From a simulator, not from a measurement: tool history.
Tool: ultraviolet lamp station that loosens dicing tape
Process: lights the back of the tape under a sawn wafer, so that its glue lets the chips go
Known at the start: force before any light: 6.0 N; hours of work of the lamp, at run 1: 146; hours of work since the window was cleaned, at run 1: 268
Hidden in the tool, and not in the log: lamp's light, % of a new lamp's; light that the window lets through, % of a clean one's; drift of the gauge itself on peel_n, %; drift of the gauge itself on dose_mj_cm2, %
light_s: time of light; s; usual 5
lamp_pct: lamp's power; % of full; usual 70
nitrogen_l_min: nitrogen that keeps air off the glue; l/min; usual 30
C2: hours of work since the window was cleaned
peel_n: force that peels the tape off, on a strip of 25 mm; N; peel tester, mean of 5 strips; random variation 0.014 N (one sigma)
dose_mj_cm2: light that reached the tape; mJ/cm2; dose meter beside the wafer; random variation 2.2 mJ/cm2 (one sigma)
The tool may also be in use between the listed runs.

{"run": 1, "day": 0.0, "light_s": 5, "lamp_pct": 70, "nitrogen_l_min": 30, "hours of work of the lamp": 146, "C2": 268, "peel_n": 0.63, "dose_mj_cm2": 200}
{"run": 2, "day": 1.304, "light_s": 5, "lamp_pct": 70, "nitrogen_l_min": 30, "hours of work of the lamp": 162, "C2": 284, "peel_n": 0.632, "dose_mj_cm2": 192}
{"run": 3, "day": 2.129, "light_s": 5, "lamp_pct": 63, "nitrogen_l_min": 30, "hours of work of the lamp": 172, "C2": 294, "peel_n": 0.763, "dose_mj_cm2": 181}
{"day": 2.758, "done": "window cleaned of glue's vapour"}
{"run": 4, "day": 3.225, "light_s": 5, "lamp_pct": 63, "nitrogen_l_min": 30, "hours of work of the lamp": 185, "C2": 6, "peel_n": 0.771, "dose_mj_cm2": 174}
{"run": 5, "day": 4.367, "light_s": 5, "lamp_pct": 63, "nitrogen_l_min": 30, "hours of work of the lamp": 199, "C2": 20, "peel_n": 0.752, "dose_mj_cm2": 176}
{"run": 6, "day": 5.888, "light_s": 5, "lamp_pct": 63, "nitrogen_l_min": 30, "hours of work of the lamp": 217, "C2": 38, "peel_n": 0.798, "dose_mj_cm2": 179}
{"run": 7, "day": 7.354, "light_s": 5, "lamp_pct": 63, "nitrogen_l_min": 30, "hours of work of the lamp": 235, "C2": 56, "peel_n": 0.723, "dose_mj_cm2": 180}
{"run": 8, "day": 8.542, "light_s": 5, "lamp_pct": 63, "nitrogen_l_min": 30, "hours of work of the lamp": 250, "C2": 70, "peel_n": 0.766, "dose_mj_cm2": 180}
{"run": 9, "day": 9.817, "light_s": 5, "lamp_pct": 63, "nitrogen_l_min": 30, "hours of work of the lamp": 265, "C2": 86, "peel_n": 0.734, "dose_mj_cm2": 180}
{"run": 10, "day": 10.433, "light_s": 5, "lamp_pct": 63, "nitrogen_l_min": 30, "hours of work of the lamp": 273, "C2": 94, "peel_n": 0.762, "dose_mj_cm2": 178}
{"run": 11, "day": 11.212, "light_s": 5, "lamp_pct": 95, "nitrogen_l_min": 30, "hours of work of the lamp": 282, "C2": 103, "peel_n": 0.359, "dose_mj_cm2": 267}
{"run": 12, "day": 12.333, "light_s": 5, "lamp_pct": 94, "nitrogen_l_min": 36, "hours of work of the lamp": 296, "C2": 117, "peel_n": 0.343, "dose_mj_cm2": 266}
{"run": 13, "day": 13.462, "light_s": 2, "lamp_pct": 94, "nitrogen_l_min": 36, "hours of work of the lamp": 310, "C2": 130, "peel_n": 1.508, "dose_mj_cm2": 105}
{"run": 14, "day": 14.329, "light_s": 2, "lamp_pct": 94, "nitrogen_l_min": 36, "hours of work of the lamp": 320, "C2": 141, "peel_n": 1.622, "dose_mj_cm2": 106}
{"run": 15, "day": 15.575, "light_s": 2, "lamp_pct": 84, "nitrogen_l_min": 36, "hours of work of the lamp": 335, "C2": 156, "peel_n": 1.838, "dose_mj_cm2": 95}
{"run": 16, "day": 16.946, "light_s": 2, "lamp_pct": 60, "nitrogen_l_min": 21, "hours of work of the lamp": 352, "C2": 173, "peel_n": 2.83, "dose_mj_cm2": 66}
{"run": 17, "day": 18.475, "light_s": 5, "lamp_pct": 95, "nitrogen_l_min": 30, "hours of work of the lamp": 371, "C2": 192, "peel_n": 0.367, "dose_mj_cm2": 269}
{"run": 18, "day": 19.496, "light_s": 7, "lamp_pct": 70, "nitrogen_l_min": 29, "hours of work of the lamp": 383, "C2": 204, "peel_n": 0.342, "dose_mj_cm2": 276}
{"run": 19, "day": 20.946, "light_s": 7, "lamp_pct": 62, "nitrogen_l_min": 34, "hours of work of the lamp": 401, "C2": 222, "peel_n": 0.402, "dose_mj_cm2": 245}
{"run": 20, "day": 21.962, "light_s": 7, "lamp_pct": 62, "nitrogen_l_min": 9, "hours of work of the lamp": 413, "C2": 234, "peel_n": 0.837, "dose_mj_cm2": 246}
{"run": 21, "day": 22.588, "light_s": 2, "lamp_pct": 99, "nitrogen_l_min": 31, "hours of work of the lamp": 421, "C2": 242, "peel_n": 1.536, "dose_mj_cm2": 111}

How the hidden state differs across the entries between the runs, from the last listed run before each to the first after it:
Between runs 3 and 4: window cleaned of glue's vapour (day 2.758)
  light that the window lets through, % of a clean one's: 99.9 -> 100
